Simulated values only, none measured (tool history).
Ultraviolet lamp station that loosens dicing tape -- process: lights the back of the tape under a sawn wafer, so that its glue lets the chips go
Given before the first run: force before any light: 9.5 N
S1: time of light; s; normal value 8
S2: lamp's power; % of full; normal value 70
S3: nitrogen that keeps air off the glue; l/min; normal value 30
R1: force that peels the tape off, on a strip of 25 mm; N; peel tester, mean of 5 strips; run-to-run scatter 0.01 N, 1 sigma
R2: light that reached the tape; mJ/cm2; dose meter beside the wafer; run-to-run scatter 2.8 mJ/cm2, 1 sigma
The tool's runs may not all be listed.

Run 1, hour 0: usual settings. Result: R1 0.526 N, R2 355 mJ/cm2.
Run 2, hour 7.8: usual settings. Result: R1 0.542 N, R2 361 mJ/cm2.
Run 3, hour 19.5: usual settings. Result: R1 0.541 N, R2 354 mJ/cm2.
Run 4, hour 33: usual settings. Result: R1 0.533 N, R2 354 mJ/cm2.
Run 5, hour 43.4: usual settings. Result: R1 0.536 N, R2 347 mJ/cm2.
Run 6, hour 54.6: usual settings. Result: R1 0.528 N, R2 357 mJ/cm2.
Run 7, hour 63.7: usual settings but S1 6 s. Result: R1 1.102 N, R2 261 mJ/cm2.
Run 8, hour 71: usual settings but S1 9 s, S2 95 % of full. Result: R1 0.165 N, R2 535 mJ/cm2.
Run 9, hour 81.4: usual settings but S1 9 s, S2 95 % of full. Result: R1 0.163 N, R2 533 mJ/cm2.
Run 10, hour 88.8: usual settings but S1 9 s, S2 87 % of full, S3 51 l/min. Result: R1 0.123 N, R2 485 mJ/cm2.
Run 11, hour 99.4: usual settings but S1 9 s, S2 87 % of full, S3 51 l/min. Result: R1 0.13 N, R2 485 mJ/cm2.
Run 12, hour 109.8: usual settings but S1 15 s, S2 87 % of full, S3 10 l/min. Result: R1 0.202 N, R2 811 mJ/cm2.
Run 13, hour 120.8: usual settings but S1 15 s, S2 87 % of full, S3 10 l/min. Result: R1 0.214 N, R2 804 mJ/cm2.

Forecast each of these 5 alternatives for the next run:
Run A, hour 133.9: usual settings but S1 15 s, S2 94 % of full, S3 10 l/min. Result: R1 ?, R2 ?.
Run B, hour 133.9: usual settings but S1 4 s, S2 71 % of full, S3 18 l/min. Result: R1 ?, R2 ?.
Run C, hour 133.9: usual settings but S1 4 s, S2 80 % of full, S3 10 l/min. Result: R1 ?, R2 ?.
Run D, hour 133.9: usual settings but S2 99 % of full, S3 59 l/min. Result: R1 ?, R2 ?.
Run E, hour 133.9: usual settings but S1 15 s, S2 87 % of full, S3 18 l/min. Result: R1 ?, R2 ?.

run     R1   R2
  A  0.156  856
  B  3.093  177
  C  3.394  194
  D  0.126  482
  E  0.099  797
Had the tool no hidden state, the same runs would have come out as:
run     R1   R2
  A  0.115  947
  B  2.737  196
  C   3.05  215
  D  0.102  534
  E  0.079  882

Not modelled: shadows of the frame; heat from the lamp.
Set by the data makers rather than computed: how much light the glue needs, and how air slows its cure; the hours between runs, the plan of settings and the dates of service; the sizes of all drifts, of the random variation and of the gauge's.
